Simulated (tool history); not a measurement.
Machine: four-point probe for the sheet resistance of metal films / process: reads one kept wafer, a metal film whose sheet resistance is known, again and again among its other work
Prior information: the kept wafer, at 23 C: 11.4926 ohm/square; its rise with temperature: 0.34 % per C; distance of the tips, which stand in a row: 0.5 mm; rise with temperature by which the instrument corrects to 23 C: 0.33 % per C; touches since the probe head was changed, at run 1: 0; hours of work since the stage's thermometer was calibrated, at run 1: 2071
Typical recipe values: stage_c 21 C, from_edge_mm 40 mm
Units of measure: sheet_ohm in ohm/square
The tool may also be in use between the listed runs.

| run | hour | stage_c | from_edge_mm | touches since the probe head was changed | hours of work since the stage's thermometer was calibrated | sheet_ohm |
|---|---|---|---|---|---|---|
| 1 | 0.0 | 21 | 40 | 0 | 2071 | 11.504992 |
| 2 | 82.0 | 21 | 40 | 4113 | 2125 | 11.498760 |
| 3 | 165.2 | 21 | 40 | 8285 | 2179 | 11.491950 |
| 4 | 242.5 | 29 | 40 | 12158 | 2230 | 11.486125 |
| 5 | 359.2 | 29 | 40 | 18010 | 2306 | 11.470459 |
| 6 | 432.7 | 29 | 40 | 21697 | 2354 | 11.466425 |
| 7 | 528.1 | 21 | 38 | 26479 | 2416 | 11.450895 |
| 8 | 597.7 | 21 | 38 | 29970 | 2462 | 11.441207 |
|  | 610.3 | stage's thermometer calibrated |
| 9 | 712.4 | 21 | 9 | 35696 | 67 | 11.471564 |
| 10 | 769.0 | 20 | 30 | 38536 | 104 | 11.444315 |
| 11 | 852.5 | 35 | 9 | 42721 | 158 | 11.460406 |

Branching from run 11: 5 alternative next runs. What would each branch give?
| A | 986.1 | 30 | 4 | 49418 | 245 | ? |
| B | 986.1 | 29 | 9 | 49418 | 245 | ? |
| C | 986.1 | 24 | 11 | 49418 | 245 | ? |
| D | 986.1 | 19 | 8 | 49418 | 245 | ? |
| E | 986.1 | 18 | 34 | 49418 | 245 | ? |

| run | sheet_ohm |
|---|---|
| A | 11.519253 |
| B | 11.443132 |
| C | 11.431471 |
| D | 11.445692 |
| E | 11.417005 |
Without the tool's hidden state the same runs would have given:
| run | sheet_ohm |
|---|---|
| A | 11.593030 |
| B | 11.516325 |
| C | 11.503789 |
| D | 11.517255 |
| E | 11.488238 |
